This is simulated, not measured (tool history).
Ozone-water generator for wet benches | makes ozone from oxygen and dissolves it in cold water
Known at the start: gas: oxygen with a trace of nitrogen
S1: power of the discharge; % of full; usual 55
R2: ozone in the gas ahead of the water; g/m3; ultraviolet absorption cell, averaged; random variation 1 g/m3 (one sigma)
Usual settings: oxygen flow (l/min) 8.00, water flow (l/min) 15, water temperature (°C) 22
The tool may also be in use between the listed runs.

{"run": 1, "hour": 0.0, "S1": 55, "oxygen flow (l/min)": 8.0, "water flow (l/min)": 15, "water temperature (°C)": 22, "dissolved ozone (ppm)": 26.1, "R2": 170.5}
{"run": 2, "hour": 198.9, "S1": 55, "oxygen flow (l/min)": 8.0, "water flow (l/min)": 15, "water temperature (°C)": 22, "dissolved ozone (ppm)": 26.4, "R2": 170.9}
{"run": 3, "hour": 380.0, "S1": 55, "oxygen flow (l/min)": 8.0, "water flow (l/min)": 15, "water temperature (°C)": 22, "dissolved ozone (ppm)": 25.9, "R2": 171.8}
{"run": 4, "hour": 549.5, "S1": 55, "oxygen flow (l/min)": 8.0, "water flow (l/min)": 15, "water temperature (°C)": 16, "dissolved ozone (ppm)": 29.4, "R2": 172.4}
{"run": 5, "hour": 723.8, "S1": 55, "oxygen flow (l/min)": 8.0, "water flow (l/min)": 15, "water temperature (°C)": 22, "dissolved ozone (ppm)": 25.9, "R2": 171.8}
{"run": 6, "hour": 859.6, "S1": 55, "oxygen flow (l/min)": 8.0, "water flow (l/min)": 15, "water temperature (°C)": 22, "dissolved ozone (ppm)": 26.6, "R2": 170.8}
{"run": 7, "hour": 987.6, "S1": 55, "oxygen flow (l/min)": 8.0, "water flow (l/min)": 15, "water temperature (°C)": 22, "dissolved ozone (ppm)": 26.6, "R2": 171.1}
{"run": 8, "hour": 1095.6, "S1": 55, "oxygen flow (l/min)": 8.0, "water flow (l/min)": 15, "water temperature (°C)": 22, "dissolved ozone (ppm)": 26.9, "R2": 168.9}
{"run": 9, "hour": 1238.9, "S1": 51, "oxygen flow (l/min)": 8.0, "water flow (l/min)": 15, "water temperature (°C)": 22, "dissolved ozone (ppm)": 25.6, "R2": 161.7}
{"run": 10, "hour": 1333.8, "S1": 55, "oxygen flow (l/min)": 8.0, "water flow (l/min)": 15, "water temperature (°C)": 19, "dissolved ozone (ppm)": 28.1, "R2": 169.2}
{"run": 11, "hour": 1494.1, "S1": 55, "oxygen flow (l/min)": 8.0, "water flow (l/min)": 15, "water temperature (°C)": 19, "dissolved ozone (ppm)": 27.9, "R2": 168.7}
{"run": 12, "hour": 1644.2, "S1": 55, "oxygen flow (l/min)": 8.0, "water flow (l/min)": 15, "water temperature (°C)": 19, "dissolved ozone (ppm)": 28.2, "R2": 170.8}
{"run": 13, "hour": 1770.2, "S1": 74, "oxygen flow (l/min)": 8.0, "water flow (l/min)": 15, "water temperature (°C)": 22, "dissolved ozone (ppm)": 31.1, "R2": 198.4}
{"run": 14, "hour": 1930.8, "S1": 55, "oxygen flow (l/min)": 8.0, "water flow (l/min)": 15, "water temperature (°C)": 22, "dissolved ozone (ppm)": 26.4, "R2": 169.2}
{"run": 15, "hour": 2163.3, "S1": 59, "oxygen flow (l/min)": 8.0, "water flow (l/min)": 15, "water temperature (°C)": 22, "dissolved ozone (ppm)": 27.3, "R2": 175.6}
{"run": 16, "hour": 2393.9, "S1": 59, "oxygen flow (l/min)": 8.0, "water flow (l/min)": 15, "water temperature (°C)": 22, "dissolved ozone (ppm)": 27.1, "R2": 174.8}
{"run": 17, "hour": 2582.6, "S1": 59, "oxygen flow (l/min)": 5.89, "water flow (l/min)": 19, "water temperature (°C)": 15, "dissolved ozone (ppm)": 27.4, "R2": 202.2}
{"run": 18, "hour": 2715.0, "S1": 59, "oxygen flow (l/min)": 5.89, "water flow (l/min)": 19, "water temperature (°C)": 15, "dissolved ozone (ppm)": 27.3, "R2": 202.0}
{"run": 19, "hour": 2883.6, "S1": 59, "oxygen flow (l/min)": 5.89, "water flow (l/min)": 19, "water temperature (°C)": 15, "dissolved ozone (ppm)": 27.1, "R2": 200.3}
{"run": 20, "hour": 3112.4, "S1": 55, "oxygen flow (l/min)": 12.59, "water flow (l/min)": 21, "water temperature (°C)": 22, "dissolved ozone (ppm)": 21.1, "R2": 135.9}
{"run": 21, "hour": 3262.8, "S1": 55, "oxygen flow (l/min)": 12.59, "water flow (l/min)": 21, "water temperature (°C)": 22, "dissolved ozone (ppm)": 20.9, "R2": 134.8}
{"run": 22, "hour": 3491.3, "S1": 55, "oxygen flow (l/min)": 12.59, "water flow (l/min)": 21, "water temperature (°C)": 22, "dissolved ozone (ppm)": 20.7, "R2": 133.8}
{"run": 23, "hour": 3615.3, "S1": 92, "oxygen flow (l/min)": 8.0, "water flow (l/min)": 18, "water temperature (°C)": 22, "dissolved ozone (ppm)": 30.8, "R2": 220.1}
{"run": 24, "hour": 3771.7, "S1": 92, "oxygen flow (l/min)": 8.0, "water flow (l/min)": 18, "water temperature (°C)": 22, "dissolved ozone (ppm)": 31.3, "R2": 218.6}
{"run": 25, "hour": 3903.8, "S1": 49, "oxygen flow (l/min)": 5.94, "water flow (l/min)": 10, "water temperature (°C)": 22, "dissolved ozone (ppm)": 29.9, "R2": 178.4}
{"run": 26, "hour": 4117.4, "S1": 78, "oxygen flow (l/min)": 8.0, "water flow (l/min)": 10, "water temperature (°C)": 22, "dissolved ozone (ppm)": 36.4, "R2": 199.1}
{"run": 27, "hour": 4243.9, "S1": 66, "oxygen flow (l/min)": 7.05, "water flow (l/min)": 16, "water temperature (°C)": 20, "dissolved ozone (ppm)": 28.6, "R2": 193.1}
{"run": 28, "hour": 4422.3, "S1": 66, "oxygen flow (l/min)": 7.05, "water flow (l/min)": 16, "water temperature (°C)": 20, "dissolved ozone (ppm)": 28.4, "R2": 192.9}
{"run": 29, "hour": 4520.9, "S1": 63, "oxygen flow (l/min)": 8.0, "water flow (l/min)": 16, "water temperature (°C)": 16, "dissolved ozone (ppm)": 30.1, "R2": 179.7}
{"run": 30, "hour": 4647.6, "S1": 71, "oxygen flow (l/min)": 6.16, "water flow (l/min)": 11, "water temperature (°C)": 16, "dissolved ozone (ppm)": 39.4, "R2": 213.3}
{"run": 31, "hour": 4855.6, "S1": 55, "oxygen flow (l/min)": 5.65, "water flow (l/min)": 15, "water temperature (°C)": 22, "dissolved ozone (ppm)": 26.1, "R2": 194.5}
{"run": 32, "hour": 5007.4, "S1": 80, "oxygen flow (l/min)": 8.0, "water flow (l/min)": 20, "water temperature (°C)": 22, "dissolved ozone (ppm)": 26.6, "R2": 202.4}

Taken out of this log: 2 entries between the listed runs. Where each belongs, and how the hidden state differs across it:
Between runs 5 and 6: contactor cleaned (hour 739.0)
  yield of the discharge, % of new electrodes': 97.6 -> 97.4; contactor's efficiency, % of a clean one's: 89 -> 99
  measured less the result without the state, dissolved ozone (ppm): -1.8 -> -0.9; R2: -3.7 -> -3.8 g/m3
Between runs 28 and 29: water thermometer calibrated (hour 4443.3)
  yield of the discharge, % of new electrodes': 94 -> 93.9; contactor's efficiency, % of a clean one's: 93.9 -> 93.7; true water temperature over the reading, C: 0.42 -> 0.01
  measured less the result without the state, dissolved ozone (ppm): -2.6 -> -2.6; R2: -12.0 -> -11.0 g/m3
